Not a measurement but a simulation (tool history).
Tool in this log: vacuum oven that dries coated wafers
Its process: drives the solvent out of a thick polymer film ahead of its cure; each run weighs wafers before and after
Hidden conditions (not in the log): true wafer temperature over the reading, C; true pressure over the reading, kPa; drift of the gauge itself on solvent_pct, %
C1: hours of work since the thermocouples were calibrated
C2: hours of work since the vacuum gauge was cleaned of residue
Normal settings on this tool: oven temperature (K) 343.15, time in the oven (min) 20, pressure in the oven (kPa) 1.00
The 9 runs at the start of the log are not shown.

{"run": 10, "hour": 80.7, "oven temperature (K)": 340.15, "time in the oven (min)": 20, "pressure in the oven (kPa)": 1.0, "C1": 377, "C2": 150, "solvent left in the film (%)": 2.93}
{"run": 11, "hour": 93.2, "oven temperature (K)": 343.15, "time in the oven (min)": 20, "pressure in the oven (kPa)": 1.24, "C1": 387, "C2": 160, "solvent left in the film (%)": 2.5}
{"run": 12, "hour": 99.6, "oven temperature (K)": 343.15, "time in the oven (min)": 20, "pressure in the oven (kPa)": 1.24, "C1": 392, "C2": 165, "solvent left in the film (%)": 2.54}
{"run": 13, "hour": 106.7, "oven temperature (K)": 343.15, "time in the oven (min)": 20, "pressure in the oven (kPa)": 3.99, "C1": 398, "C2": 171, "solvent left in the film (%)": 4.9}
{"run": 14, "hour": 116.6, "oven temperature (K)": 351.15, "time in the oven (min)": 20, "pressure in the oven (kPa)": 1.0, "C1": 405, "C2": 178, "solvent left in the film (%)": 1.14}
{"run": 15, "hour": 123.9, "oven temperature (K)": 351.15, "time in the oven (min)": 20, "pressure in the oven (kPa)": 1.0, "C1": 411, "C2": 184, "solvent left in the film (%)": 1.14}
{"run": 16, "hour": 129.7, "oven temperature (K)": 356.15, "time in the oven (min)": 20, "pressure in the oven (kPa)": 1.0, "C1": 416, "C2": 189, "solvent left in the film (%)": 0.75}
{"run": 17, "hour": 138.9, "oven temperature (K)": 356.15, "time in the oven (min)": 20, "pressure in the oven (kPa)": 1.0, "C1": 423, "C2": 196, "solvent left in the film (%)": 0.74}
{"run": 18, "hour": 146.6, "oven temperature (K)": 356.15, "time in the oven (min)": 11, "pressure in the oven (kPa)": 1.0, "C1": 429, "C2": 202, "solvent left in the film (%)": 1.63}
{"run": 19, "hour": 159.3, "oven temperature (K)": 344.15, "time in the oven (min)": 20, "pressure in the oven (kPa)": 1.0, "C1": 439, "C2": 212, "solvent left in the film (%)": 2.18}
{"run": 20, "hour": 167.1, "oven temperature (K)": 349.15, "time in the oven (min)": 30, "pressure in the oven (kPa)": 0.63, "C1": 445, "C2": 218, "solvent left in the film (%)": 0.69}
{"run": 21, "hour": 173.3, "oven temperature (K)": 358.15, "time in the oven (min)": 13, "pressure in the oven (kPa)": 0.63, "C1": 450, "C2": 223, "solvent left in the film (%)": 0.83}
{"run": 22, "hour": 185.5, "oven temperature (K)": 343.15, "time in the oven (min)": 10, "pressure in the oven (kPa)": 1.14, "C1": 459, "C2": 232, "solvent left in the film (%)": 5.12}
{"run": 23, "hour": 196.8, "oven temperature (K)": 343.15, "time in the oven (min)": 10, "pressure in the oven (kPa)": 1.14, "C1": 468, "C2": 241, "solvent left in the film (%)": 5.17}
{"run": 24, "hour": 202.9, "oven temperature (K)": 343.15, "time in the oven (min)": 18, "pressure in the oven (kPa)": 0.74, "C1": 473, "C2": 246, "solvent left in the film (%)": 2.55}
{"run": 25, "hour": 211.5, "oven temperature (K)": 343.15, "time in the oven (min)": 18, "pressure in the oven (kPa)": 0.74, "C1": 480, "C2": 253, "solvent left in the film (%)": 2.46}
{"run": 26, "hour": 220.2, "oven temperature (K)": 332.15, "time in the oven (min)": 11, "pressure in the oven (kPa)": 1.08, "C1": 487, "C2": 260, "solvent left in the film (%)": 7.86}
{"run": 27, "hour": 229.3, "oven temperature (K)": 343.15, "time in the oven (min)": 20, "pressure in the oven (kPa)": 1.15, "C1": 494, "C2": 267, "solvent left in the film (%)": 2.51}
{"run": 28, "hour": 241.5, "oven temperature (K)": 348.15, "time in the oven (min)": 29, "pressure in the oven (kPa)": 1.15, "C1": 503, "C2": 276, "solvent left in the film (%)": 1.2}
{"run": 29, "hour": 248.4, "oven temperature (K)": 348.15, "time in the oven (min)": 29, "pressure in the oven (kPa)": 1.15, "C1": 509, "C2": 282, "solvent left in the film (%)": 1.14}
{"run": 30, "hour": 256.0, "oven temperature (K)": 352.15, "time in the oven (min)": 20, "pressure in the oven (kPa)": 0.77, "C1": 515, "C2": 288, "solvent left in the film (%)": 0.92}
{"run": 31, "hour": 264.5, "oven temperature (K)": 351.15, "time in the oven (min)": 23, "pressure in the oven (kPa)": 2.45, "C1": 522, "C2": 295, "solvent left in the film (%)": 2.06}
{"run": 32, "hour": 274.8, "oven temperature (K)": 351.15, "time in the oven (min)": 27, "pressure in the oven (kPa)": 2.45, "C1": 530, "C2": 303, "solvent left in the film (%)": 1.94}
{"run": 33, "hour": 282.4, "oven temperature (K)": 351.15, "time in the oven (min)": 27, "pressure in the oven (kPa)": 2.45, "C1": 536, "C2": 309, "solvent left in the film (%)": 1.93}
{"run": 34, "hour": 290.5, "oven temperature (K)": 340.15, "time in the oven (min)": 31, "pressure in the oven (kPa)": 3.59, "C1": 542, "C2": 315, "solvent left in the film (%)": 4.64}

Each row is a separate what-if for the run after 34, all from the same tool condition, not one after another. Results?
{"run": "A", "hour": 300.1, "oven temperature (K)": 343.15, "time in the oven (min)": 31, "pressure in the oven (kPa)": 2.18, "C1": 550, "C2": 323, "solvent left in the film (%)": "?"}
{"run": "B", "hour": 300.1, "oven temperature (K)": 328.15, "time in the oven (min)": 31, "pressure in the oven (kPa)": 0.83, "C1": 550, "C2": 323, "solvent left in the film (%)": "?"}
{"run": "C", "hour": 300.1, "oven temperature (K)": 331.15, "time in the oven (min)": 29, "pressure in the oven (kPa)": 1.14, "C1": 550, "C2": 323, "solvent left in the film (%)": "?"}
{"run": "D", "hour": 300.1, "oven temperature (K)": 337.15, "time in the oven (min)": 31, "pressure in the oven (kPa)": 3.59, "C1": 550, "C2": 323, "solvent left in the film (%)": "?"}

run=A solvent_left_in_the_film_(%)=2.61
run=B solvent_left_in_the_film_(%)=4.61
run=C solvent_left_in_the_film_(%)=4.44
run=D solvent_left_in_the_film_(%)=5.66
The same runs, with their run-to-run variation unchanged, on a tool lacking any hidden condition would have given:
run=A solvent_left_in_the_film_(%)=2.37
run=B solvent_left_in_the_film_(%)=4.16
run=C solvent_left_in_the_film_(%)=4.02
run=D solvent_left_in_the_film_(%)=5.27

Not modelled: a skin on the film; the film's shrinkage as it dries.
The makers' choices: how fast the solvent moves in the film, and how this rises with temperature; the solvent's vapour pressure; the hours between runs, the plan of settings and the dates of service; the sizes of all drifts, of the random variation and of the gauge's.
